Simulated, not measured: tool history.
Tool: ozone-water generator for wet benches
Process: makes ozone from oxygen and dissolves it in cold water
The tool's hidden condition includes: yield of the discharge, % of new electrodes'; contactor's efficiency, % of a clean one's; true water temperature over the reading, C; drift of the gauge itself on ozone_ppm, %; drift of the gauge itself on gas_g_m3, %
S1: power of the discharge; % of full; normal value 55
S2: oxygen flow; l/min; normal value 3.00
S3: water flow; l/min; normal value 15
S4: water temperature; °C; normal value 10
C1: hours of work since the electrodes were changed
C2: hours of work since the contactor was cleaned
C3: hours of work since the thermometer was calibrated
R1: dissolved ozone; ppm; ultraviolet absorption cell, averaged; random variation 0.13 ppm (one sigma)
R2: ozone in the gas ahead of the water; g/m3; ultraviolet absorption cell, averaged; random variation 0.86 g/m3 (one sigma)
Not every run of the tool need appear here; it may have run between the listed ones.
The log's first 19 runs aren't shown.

{"day": 38.575, "done": "water thermometer calibrated, once more"}
{"run": 20, "day": 39.675, "S1": 55, "S2": 3.0, "S3": 19, "S4": 15, "C1": 2971, "C2": 1069, "C3": 21, "R1": 8.5, "R2": 123.9}
{"run": 21, "day": 42.254, "S1": 55, "S2": 3.0, "S3": 19, "S4": 15, "C1": 3021, "C2": 1119, "C3": 72, "R1": 8.6, "R2": 124.3}
{"run": 22, "day": 44.454, "S1": 48, "S2": 2.77, "S3": 14, "S4": 16, "C1": 3064, "C2": 1162, "C3": 114, "R1": 9.8, "R2": 116.5}
{"run": 23, "day": 45.729, "S1": 48, "S2": 2.77, "S3": 14, "S4": 16, "C1": 3088, "C2": 1187, "C3": 139, "R1": 10.0, "R2": 115.3}
{"run": 24, "day": 47.604, "S1": 48, "S2": 2.77, "S3": 14, "S4": 16, "C1": 3125, "C2": 1224, "C3": 176, "R1": 10.2, "R2": 114.2}
{"run": 25, "day": 49.521, "S1": 48, "S2": 2.77, "S3": 14, "S4": 16, "C1": 3162, "C2": 1261, "C3": 213, "R1": 10.0, "R2": 114.8}
{"run": 26, "day": 51.242, "S1": 65, "S2": 1.74, "S3": 15, "S4": 6, "C1": 3196, "C2": 1295, "C3": 247, "R1": 10.4, "R2": 166.1}
{"run": 27, "day": 54.033, "S1": 65, "S2": 1.74, "S3": 15, "S4": 6, "C1": 3250, "C2": 1349, "C3": 301, "R1": 10.2, "R2": 166.5}
{"run": 28, "day": 56.379, "S1": 49, "S2": 1.74, "S3": 15, "S4": 11, "C1": 3296, "C2": 1395, "C3": 347, "R1": 8.2, "R2": 135.6}
{"run": 29, "day": 58.471, "S1": 90, "S2": 3.08, "S3": 10, "S4": 10, "C1": 3337, "C2": 1435, "C3": 387, "R1": 22.6, "R2": 171.3}
{"run": 30, "day": 60.317, "S1": 49, "S2": 5.12, "S3": 15, "S4": 10, "C1": 3372, "C2": 1471, "C3": 423, "R1": 11.7, "R2": 93.9}
{"run": 31, "day": 61.792, "S1": 58, "S2": 2.47, "S3": 9, "S4": 14, "C1": 3401, "C2": 1500, "C3": 452, "R1": 16.3, "R2": 135.0}
{"run": 32, "day": 64.258, "S1": 45, "S2": 4.22, "S3": 12, "S4": 5, "C1": 3449, "C2": 1548, "C3": 500, "R1": 13.7, "R2": 93.9}
{"run": 33, "day": 66.371, "S1": 55, "S2": 4.94, "S3": 15, "S4": 5, "C1": 3490, "C2": 1589, "C3": 541, "R1": 13.8, "R2": 103.0}

Below are 4 alternative next runs, each starting from the tool's condition after run 33. Predict each:
{"run": "A", "day": 68.492, "S1": 73, "S2": 2.06, "S3": 9, "S4": 10, "C1": 3532, "C2": 1630, "C3": 583, "R1": "?", "R2": "?"}
{"run": "B", "day": 68.492, "S1": 55, "S2": 4.86, "S3": 19, "S4": 10, "C1": 3532, "C2": 1630, "C3": 583, "R1": "?", "R2": "?"}
{"run": "C", "day": 68.492, "S1": 55, "S2": 3.0, "S3": 19, "S4": 10, "C1": 3532, "C2": 1630, "C3": 583, "R1": "?", "R2": "?"}
{"run": "D", "day": 68.492, "S1": 55, "S2": 4.94, "S3": 15, "S4": 14, "C1": 3532, "C2": 1630, "C3": 583, "R1": "?", "R2": "?"}

run=A R1=18.6 R2=167.4
run=B R1=10.3 R2=102.0
run=C R1=9.0 R2=119.8
run=D R1=11.9 R2=102.6
Without the tool's hidden state the same runs would have given:
run=A R1=22.9 R2=199.8
run=B R1=12.3 R2=117.4
run=C R1=10.6 R2=138.0
run=D R1=14.1 R2=118.1

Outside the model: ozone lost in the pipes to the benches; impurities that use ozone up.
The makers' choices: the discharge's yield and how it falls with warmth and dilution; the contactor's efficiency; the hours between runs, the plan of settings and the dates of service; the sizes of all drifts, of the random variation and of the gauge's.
